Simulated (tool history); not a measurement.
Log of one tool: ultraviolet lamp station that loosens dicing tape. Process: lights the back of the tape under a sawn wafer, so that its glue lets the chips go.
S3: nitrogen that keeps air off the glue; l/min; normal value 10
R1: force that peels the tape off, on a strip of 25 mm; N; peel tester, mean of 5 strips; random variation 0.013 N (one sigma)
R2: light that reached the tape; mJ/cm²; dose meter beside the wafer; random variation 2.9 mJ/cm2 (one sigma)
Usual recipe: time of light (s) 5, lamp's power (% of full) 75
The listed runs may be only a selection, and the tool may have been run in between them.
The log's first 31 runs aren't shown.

{"run": 32, "hour": 517.9, "time of light (s)": 5, "lamp's power (% of full)": 84, "S3": 9, "R1": 0.67, "R2": 407}
{"run": 33, "hour": 538.1, "time of light (s)": 3, "lamp's power (% of full)": 84, "S3": 5, "R1": 2.313, "R2": 241}
{"run": 34, "hour": 554.5, "time of light (s)": 3, "lamp's power (% of full)": 84, "S3": 5, "R1": 2.284, "R2": 240}
{"run": 35, "hour": 571.1, "time of light (s)": 3, "lamp's power (% of full)": 93, "S3": 10, "R1": 1.457, "R2": 262}
{"run": 36, "hour": 586.0, "time of light (s)": 3, "lamp's power (% of full)": 93, "S3": 10, "R1": 1.497, "R2": 257}
{"run": 37, "hour": 604.2, "time of light (s)": 3, "lamp's power (% of full)": 93, "S3": 10, "R1": 1.498, "R2": 253}
{"run": 38, "hour": 624.6, "time of light (s)": 2, "lamp's power (% of full)": 75, "S3": 4, "R1": 3.959, "R2": 134}
{"run": 39, "hour": 640.4, "time of light (s)": 2, "lamp's power (% of full)": 93, "S3": 5, "R1": 3.363, "R2": 166}
{"run": 40, "hour": 653.4, "time of light (s)": 2, "lamp's power (% of full)": 93, "S3": 6, "R1": 3.082, "R2": 164}
{"hour": 659.6, "done": "window cleaned of glue's vapour"}
{"run": 41, "hour": 670.9, "time of light (s)": 8, "lamp's power (% of full)": 75, "S3": 16, "R1": 0.175, "R2": 604}
{"run": 42, "hour": 682.9, "time of light (s)": 7, "lamp's power (% of full)": 61, "S3": 5, "R1": 0.946, "R2": 433}
{"run": 43, "hour": 694.8, "time of light (s)": 4, "lamp's power (% of full)": 61, "S3": 17, "R1": 1.253, "R2": 243}
{"run": 44, "hour": 713.7, "time of light (s)": 5, "lamp's power (% of full)": 88, "S3": 19, "R1": 0.36, "R2": 437}

Branching from run 44: 3 alternative next runs. What would each branch give?
{"run": "A", "hour": 733.8, "time of light (s)": 5, "lamp's power (% of full)": 75, "S3": 13, "R1": "?", "R2": "?"}
{"run": "B", "hour": 733.8, "time of light (s)": 4, "lamp's power (% of full)": 88, "S3": 19, "R1": "?", "R2": "?"}
{"run": "C", "hour": 733.8, "time of light (s)": 4, "lamp's power (% of full)": 93, "S3": 11, "R1": "?", "R2": "?"}

run=A R1=0.66 R2=363
run=B R1=0.566 R2=343
run=C R1=0.789 R2=358
Take away the tool's hidden state, keep each run's random variation, and the runs would have read:
run=A R1=0.473 R2=421
run=B R1=0.401 R2=397
run=C R1=0.573 R2=415
